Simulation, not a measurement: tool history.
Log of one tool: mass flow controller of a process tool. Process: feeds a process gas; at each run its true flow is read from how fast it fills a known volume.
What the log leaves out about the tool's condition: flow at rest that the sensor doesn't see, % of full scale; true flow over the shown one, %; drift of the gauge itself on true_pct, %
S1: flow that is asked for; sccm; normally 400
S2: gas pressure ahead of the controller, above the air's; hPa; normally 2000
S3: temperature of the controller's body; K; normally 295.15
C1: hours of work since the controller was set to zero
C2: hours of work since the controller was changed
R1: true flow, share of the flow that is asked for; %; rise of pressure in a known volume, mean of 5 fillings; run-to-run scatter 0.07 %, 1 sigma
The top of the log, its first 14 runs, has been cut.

run    hour   S1    S2      S3    C1    C2     R1
 15   858.2  400  2000  295.15  2497  2497  97.69
 16   929.9  400  2000  295.15  2553  2553   97.8
 17   996.6  400  2000  295.15  2606  2606  97.61
 18  1082.5  400  2000  295.15  2674  2674  97.63
 19  1152.2  400  2000  295.15  2729  2729  97.53
 20  1242.9  400  2120  295.15  2800  2800  97.47
 21  1306.9  400  2120  295.15  2851  2851  97.36
 22  1387.6  355  2570  295.15  2914  2914  97.37
 23  1454.9  183  1690  295.15  2967  2967  96.72
 24  1541.1  271  2070  307.15  3035  3035  97.65
 25  1601.7  271  2070  307.15  3083  3083  97.68
 26  1643.3  271  1440  310.15  3116  3116  97.62
 27  1683.1  190  2330  302.15  3147  3147  97.05
 28  1752.3  707  2000  306.15  3202  3202  98.44
 29  1789.8  707  2000  306.15  3231  3231  98.51
 30  1881.1  165  1890  297.15  3303  3303   96.7
 31  1959.4  165  1760  297.15  3365  3365  96.53

What does the tool deliver on the next run?
 32  2011.5  591  1780  299.15  3406  3406   ?

Run 32 came out at R1 97.59 %.
On a tool with no hidden condition, and with the same random variation, this run would have come out at R1 98.94 %.

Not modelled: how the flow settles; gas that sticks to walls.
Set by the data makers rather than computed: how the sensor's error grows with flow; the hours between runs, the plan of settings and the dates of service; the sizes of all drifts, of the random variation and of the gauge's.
